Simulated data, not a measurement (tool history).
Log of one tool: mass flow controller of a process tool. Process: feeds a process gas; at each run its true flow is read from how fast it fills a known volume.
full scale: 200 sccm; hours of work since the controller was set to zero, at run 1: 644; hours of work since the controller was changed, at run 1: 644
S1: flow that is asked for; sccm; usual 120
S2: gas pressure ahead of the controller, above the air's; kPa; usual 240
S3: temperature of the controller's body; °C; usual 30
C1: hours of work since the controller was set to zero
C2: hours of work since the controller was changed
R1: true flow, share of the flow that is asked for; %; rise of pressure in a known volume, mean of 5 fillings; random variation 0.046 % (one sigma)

{"run": 1, "day": 0.0, "S1": 120, "S2": 240, "S3": 30, "C1": 644, "C2": 644, "R1": 99.48}
{"run": 2, "day": 3.025, "S1": 120, "S2": 240, "S3": 30, "C1": 679, "C2": 679, "R1": 99.53}
{"run": 3, "day": 8.742, "S1": 120, "S2": 240, "S3": 30, "C1": 744, "C2": 744, "R1": 99.51}
{"run": 4, "day": 11.942, "S1": 120, "S2": 240, "S3": 30, "C1": 781, "C2": 781, "R1": 99.52}
{"run": 5, "day": 17.192, "S1": 120, "S2": 240, "S3": 30, "C1": 841, "C2": 841, "R1": 99.65}
{"run": 6, "day": 22.617, "S1": 33, "S2": 240, "S3": 30, "C1": 904, "C2": 904, "R1": 99.26}
{"run": 7, "day": 28.096, "S1": 33, "S2": 240, "S3": 30, "C1": 967, "C2": 967, "R1": 99.23}
{"run": 8, "day": 32.158, "S1": 33, "S2": 240, "S3": 30, "C1": 1013, "C2": 1013, "R1": 99.34}
{"run": 9, "day": 35.85, "S1": 120, "S2": 240, "S3": 30, "C1": 1056, "C2": 1056, "R1": 99.75}
{"run": 10, "day": 41.104, "S1": 120, "S2": 157, "S3": 30, "C1": 1116, "C2": 1116, "R1": 99.85}
{"run": 11, "day": 46.879, "S1": 120, "S2": 157, "S3": 30, "C1": 1183, "C2": 1183, "R1": 99.95}
{"run": 12, "day": 50.746, "S1": 120, "S2": 157, "S3": 30, "C1": 1227, "C2": 1227, "R1": 100.08}
{"run": 13, "day": 53.825, "S1": 120, "S2": 256, "S3": 30, "C1": 1262, "C2": 1262, "R1": 99.94}
{"run": 14, "day": 59.096, "S1": 120, "S2": 256, "S3": 30, "C1": 1323, "C2": 1323, "R1": 100.01}
{"run": 15, "day": 63.7, "S1": 120, "S2": 240, "S3": 30, "C1": 1376, "C2": 1376, "R1": 100.08}
{"run": 16, "day": 66.521, "S1": 120, "S2": 240, "S3": 30, "C1": 1408, "C2": 1408, "R1": 100.09}
{"run": 17, "day": 70.558, "S1": 120, "S2": 262, "S3": 30, "C1": 1455, "C2": 1455, "R1": 100.0}
{"run": 18, "day": 75.217, "S1": 120, "S2": 240, "S3": 26, "C1": 1508, "C2": 1508, "R1": 100.16}
{"run": 19, "day": 80.679, "S1": 190, "S2": 240, "S3": 26, "C1": 1571, "C2": 1571, "R1": 100.53}
{"run": 20, "day": 83.525, "S1": 120, "S2": 240, "S3": 30, "C1": 1604, "C2": 1604, "R1": 100.2}
{"run": 21, "day": 89.608, "S1": 120, "S2": 162, "S3": 30, "C1": 1674, "C2": 1674, "R1": 100.34}
{"run": 22, "day": 95.175, "S1": 120, "S2": 240, "S3": 30, "C1": 1738, "C2": 1738, "R1": 100.33}
{"run": 23, "day": 99.592, "S1": 120, "S2": 240, "S3": 30, "C1": 1788, "C2": 1788, "R1": 100.3}
{"run": 24, "day": 104.558, "S1": 120, "S2": 240, "S3": 30, "C1": 1845, "C2": 1845, "R1": 100.35}
{"run": 25, "day": 107.558, "S1": 120, "S2": 240, "S3": 30, "C1": 1880, "C2": 1880, "R1": 100.46}
{"run": 26, "day": 111.417, "S1": 120, "S2": 240, "S3": 30, "C1": 1924, "C2": 1924, "R1": 100.39}
{"run": 27, "day": 114.929, "S1": 23, "S2": 156, "S3": 37, "C1": 1965, "C2": 1965, "R1": 100.04}
{"run": 28, "day": 120.738, "S1": 23, "S2": 170, "S3": 32, "C1": 2031, "C2": 2031, "R1": 100.19}
{"run": 29, "day": 126.758, "S1": 23, "S2": 170, "S3": 32, "C1": 2100, "C2": 2100, "R1": 100.19}
{"run": 30, "day": 132.038, "S1": 154, "S2": 196, "S3": 36, "C1": 2161, "C2": 2161, "R1": 100.73}
{"run": 31, "day": 135.688, "S1": 22, "S2": 251, "S3": 22, "C1": 2203, "C2": 2203, "R1": 100.36}
{"run": 32, "day": 140.254, "S1": 22, "S2": 251, "S3": 27, "C1": 2256, "C2": 2256, "R1": 100.37}
{"run": 33, "day": 145.483, "S1": 120, "S2": 203, "S3": 30, "C1": 2316, "C2": 2316, "R1": 100.74}
{"run": 34, "day": 151.062, "S1": 120, "S2": 203, "S3": 30, "C1": 2380, "C2": 2380, "R1": 100.89}
{"run": 35, "day": 156.196, "S1": 120, "S2": 203, "S3": 30, "C1": 2439, "C2": 2439, "R1": 100.91}
{"run": 36, "day": 162.304, "S1": 120, "S2": 203, "S3": 30, "C1": 2509, "C2": 2509, "R1": 100.86}
{"run": 37, "day": 166.842, "S1": 120, "S2": 203, "S3": 30, "C1": 2561, "C2": 2561, "R1": 100.98}
{"run": 38, "day": 169.504, "S1": 27, "S2": 203, "S3": 21, "C1": 2592, "C2": 2592, "R1": 100.77}
{"run": 39, "day": 173.062, "S1": 194, "S2": 259, "S3": 23, "C1": 2633, "C2": 2633, "R1": 101.4}
{"run": 40, "day": 176.633, "S1": 194, "S2": 259, "S3": 36, "C1": 2674, "C2": 2674, "R1": 101.16}
{"day": 178.375, "done": "gauge calibrated"}
{"run": 41, "day": 180.95, "S1": 120, "S2": 246, "S3": 26, "C1": 2723, "C2": 2723, "R1": 99.55}
{"run": 42, "day": 183.467, "S1": 120, "S2": 246, "S3": 26, "C1": 2752, "C2": 2752, "R1": 99.64}
{"run": 43, "day": 186.238, "S1": 120, "S2": 228, "S3": 27, "C1": 2784, "C2": 2784, "R1": 99.58}
{"run": 44, "day": 192.05, "S1": 24, "S2": 223, "S3": 30, "C1": 2851, "C2": 2851, "R1": 99.19}
{"run": 45, "day": 195.375, "S1": 24, "S2": 223, "S3": 30, "C1": 2889, "C2": 2889, "R1": 99.2}
{"run": 46, "day": 198.55, "S1": 21, "S2": 234, "S3": 31, "C1": 2925, "C2": 2925, "R1": 99.11}
{"run": 47, "day": 203.075, "S1": 21, "S2": 234, "S3": 31, "C1": 2977, "C2": 2977, "R1": 99.22}
{"run": 48, "day": 208.5, "S1": 72, "S2": 141, "S3": 20, "C1": 3040, "C2": 3040, "R1": 99.96}

4 ways to go on from here, each from the tool as it stands after run 48. What would each give?
{"run": "A", "day": 214.008, "S1": 120, "S2": 212, "S3": 32, "C1": 3103, "C2": 3103, "R1": "?"}
{"run": "B", "day": 214.008, "S1": 190, "S2": 237, "S3": 39, "C1": 3103, "C2": 3103, "R1": "?"}
{"run": "C", "day": 214.008, "S1": 21, "S2": 240, "S3": 23, "C1": 3103, "C2": 3103, "R1": "?"}
{"run": "D", "day": 214.008, "S1": 120, "S2": 240, "S3": 25, "C1": 3103, "C2": 3103, "R1": "?"}

run=A R1=99.74
run=B R1=99.92
run=C R1=99.41
run=D R1=99.86
Without the tool's hidden state the same runs would have given:
run=A R1=99.44
run=B R1=99.61
run=C R1=99.13
run=D R1=99.56

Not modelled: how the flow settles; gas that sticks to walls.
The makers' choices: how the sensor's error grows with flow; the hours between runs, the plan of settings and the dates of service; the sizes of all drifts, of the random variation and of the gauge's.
